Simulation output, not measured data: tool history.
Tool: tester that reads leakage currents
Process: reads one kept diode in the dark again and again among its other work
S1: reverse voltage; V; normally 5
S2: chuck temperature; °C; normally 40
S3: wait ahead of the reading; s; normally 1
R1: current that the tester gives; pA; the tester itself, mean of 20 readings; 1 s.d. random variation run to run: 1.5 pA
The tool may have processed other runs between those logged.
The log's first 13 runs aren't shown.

Run 14, hour 827: usual settings but S2 33 °C. Result: R1 239.06 pA.
Run 15, hour 884.5: usual settings. Result: R1 442.53 pA.
Run 16, hour 936.4: usual settings. Result: R1 439.48 pA.
Run 17, hour 1005.1: usual settings but S2 21 °C, S3 1.7 s. Result: R1 82.39 pA.
At hour 1047.8: chuck's temperature calibrated.
Run 18, hour 1051.6: usual settings but S2 21 °C, S3 1.7 s. Result: R1 94.29 pA.
Run 19, hour 1088.3: usual settings but S2 21 °C, S3 1.7 s. Result: R1 94.04 pA.
Run 20, hour 1151.9: usual settings but S2 21 °C, S3 1.7 s. Result: R1 94.25 pA.
Run 21, hour 1220.9: usual settings but S1 10.54 V, S3 1.76 s. Result: R1 684.87 pA.
Run 22, hour 1302.4: usual settings but S1 4.84 V, S2 26 °C, S3 2.46 s. Result: R1 143.7 pA.
Run 23, hour 1346.9: usual settings but S1 5.94 V, S2 23 °C, S3 5.86 s. Result: R1 120.53 pA.
At hour 1413.9: probe card cleaned and baked.
Run 24, hour 1430.4: usual settings but S1 12.1 V, S2 36 °C, S3 4.82 s. Result: R1 484.25 pA.
Run 25, hour 1488.2: usual settings but S1 2.67 V, S2 44 °C, S3 0.66 s. Result: R1 528.56 pA.
Run 26, hour 1557.4: usual settings but S1 1.95 V, S2 44 °C, S3 1.17 s. Result: R1 465.53 pA.
Run 27, hour 1603.2: usual settings but S1 1.95 V, S2 44 °C, S3 1.17 s. Result: R1 465.86 pA.
Run 28, hour 1652.8: usual settings but S1 10.51 V, S2 44 °C, S3 1.93 s. Result: R1 918.05 pA.
Run 29, hour 1697.3: usual settings but S1 1.99 V, S2 44 °C, S3 3.01 s. Result: R1 465.43 pA.
Run 30, hour 1752.8: usual settings but S1 14.22 V, S2 24 °C, S3 1.82 s. Result: R1 170.67 pA.
Run 31, hour 1833.6: usual settings but S1 14.22 V, S2 24 °C, S3 1.82 s. Result: R1 170.95 pA.

4 options for the next run, each taken on its own from the tool as it stands now. Forecast them:
Run A, hour 1918.5: usual settings but S2 31 °C. Result: R1 ?.
Run B, hour 1918.5: usual settings but S2 28 °C, S3 0.47 s. Result: R1 ?.
Run C, hour 1918.5: usual settings but S1 8.88 V, S2 51 °C, S3 0.33 s. Result: R1 ?.
Run D, hour 1918.5: usual settings but S2 48 °C. Result: R1 ?.

run       R1
  A   212.92
  B   162.48
  C  1529.37
  D   941.47
The same runs, with their run-to-run variation unchanged, on a tool lacking any hidden condition would have given:
run       R1
  A   218.53
  B   166.38
  C  1570.73
  D   968.02
